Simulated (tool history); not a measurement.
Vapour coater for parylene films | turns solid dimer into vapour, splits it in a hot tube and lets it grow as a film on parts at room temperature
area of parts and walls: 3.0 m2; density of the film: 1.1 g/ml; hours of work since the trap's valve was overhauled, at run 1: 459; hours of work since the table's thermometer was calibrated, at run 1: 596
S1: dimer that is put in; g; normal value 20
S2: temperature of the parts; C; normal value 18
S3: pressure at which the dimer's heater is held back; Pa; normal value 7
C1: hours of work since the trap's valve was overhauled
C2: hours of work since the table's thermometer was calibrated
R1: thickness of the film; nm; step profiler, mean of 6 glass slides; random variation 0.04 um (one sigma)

run 1 day=0 | S1=20 S2=18 S3=7 | C1=459 C2=596 | R1=3600
-- day=0.692 trap's valve overhauled
run 2 day=0.746 | S1=20 S2=18 S3=7 | C1=1 C2=607 | R1=4270
run 3 day=1.358 | S1=20 S2=18 S3=7 | C1=12 C2=617 | R1=4270
run 4 day=1.896 | S1=20 S2=18 S3=7 | C1=21 C2=627 | R1=4250
run 5 day=3.046 | S1=20 S2=18 S3=7 | C1=41 C2=647 | R1=4200
run 6 day=3.558 | S1=14 S2=18 S3=7 | C1=50 C2=656 | R1=2970
run 7 day=4.238 | S1=20 S2=26 S3=7 | C1=62 C2=667 | R1=3240
run 8 day=4.854 | S1=20 S2=28 S3=7 | C1=73 C2=678 | R1=3010
run 9 day=5.338 | S1=20 S2=28 S3=7 | C1=81 C2=687 | R1=3050
run 10 day=6.208 | S1=15 S2=18 S3=7 | C1=96 C2=702 | R1=3120
run 11 day=6.683 | S1=15 S2=18 S3=7 | C1=105 C2=710 | R1=3090
run 12 day=7.304 | S1=20 S2=11 S3=7 | C1=115 C2=721 | R1=5090
run 13 day=8.308 | S1=8 S2=18 S3=7 | C1=133 C2=738 | R1=1610
run 14 day=9.196 | S1=8 S2=18 S3=7 | C1=148 C2=754 | R1=1620
run 15 day=9.817 | S1=29 S2=18 S3=7 | C1=159 C2=765 | R1=5880
run 16 day=10.612 | S1=20 S2=18 S3=7 | C1=173 C2=779 | R1=3950
run 17 day=11.433 | S1=11 S2=18 S3=7 | C1=187 C2=793 | R1=2210
run 18 day=12.029 | S1=11 S2=18 S3=7 | C1=198 C2=803 | R1=2140
run 19 day=12.529 | S1=10 S2=19 S3=3.1 | C1=206 C2=812 | R1=2060
run 20 day=13.354 | S1=24 S2=14 S3=9.57 | C1=221 C2=826 | R1=5150
run 21 day=14.446 | S1=27 S2=14 S3=5 | C1=240 C2=846 | R1=6120
run 22 day=15.471 | S1=33 S2=14 S3=3.74 | C1=258 C2=863 | R1=7640
run 23 day=16.271 | S1=20 S2=18 S3=3.9 | C1=272 C2=877 | R1=4010
run 24 day=17 | S1=14 S2=15 S3=2.18 | C1=284 C2=890 | R1=3180
run 25 day=18.079 | S1=29 S2=18 S3=5.97 | C1=303 C2=909 | R1=5530
run 26 day=18.921 | S1=29 S2=18 S3=5.97 | C1=318 C2=924 | R1=5530
run 27 day=19.954 | S1=29 S2=18 S3=5.97 | C1=336 C2=942 | R1=5420
run 28 day=20.908 | S1=29 S2=18 S3=5.97 | C1=353 C2=958 | R1=5490
run 29 day=21.558 | S1=29 S2=18 S3=5.97 | C1=364 C2=970 | R1=5530
run 30 day=22.529 | S1=20 S2=13 S3=8.49 | C1=381 C2=987 | R1=4350
run 31 day=23.238 | S1=30 S2=18 S3=7 | C1=393 C2=999 | R1=5590
run 32 day=23.975 | S1=30 S2=18 S3=7 | C1=406 C2=1012 | R1=5530
run 33 day=24.917 | S1=12 S2=18 S3=7 | C1=423 C2=1028 | R1=2210
run 34 day=25.996 | S1=13 S2=11 S3=7 | C1=441 C2=1047 | R1=2890
run 35 day=26.554 | S1=13 S2=11 S3=7 | C1=451 C2=1057 | R1=2870

Per-run results on a tool with no hidden state, each run keeping its own random variation:
Hidden conditions of the tool in this case: vapour lost through the trap's worn valve, %; true temperature of the parts over the reading, C; drift of the gauge itself on film_um, %.
run=1 R1=4240
run=2 R1=4310
run=3 R1=4320
run=4 R1=4310
run=5 R1=4300
run=6 R1=3040
run=7 R1=3340
run=8 R1=3110
run=9 R1=3160
run=10 R1=3250
run=11 R1=3230
run=12 R1=5340
run=13 R1=1700
run=14 R1=1720
run=15 R1=6260
run=16 R1=4230
run=17 R1=2380
run=18 R1=2310
run=19 R1=2230
run=20 R1=5610
run=21 R1=6700
run=22 R1=8430
run=23 R1=4450
run=24 R1=3550
run=25 R1=6210
run=26 R1=6250
run=27 R1=6160
run=28 R1=6280
run=29 R1=6350
run=30 R1=5020
run=31 R1=6480
run=32 R1=6450
run=33 R1=2590
run=34 R1=3420
run=35 R1=3410
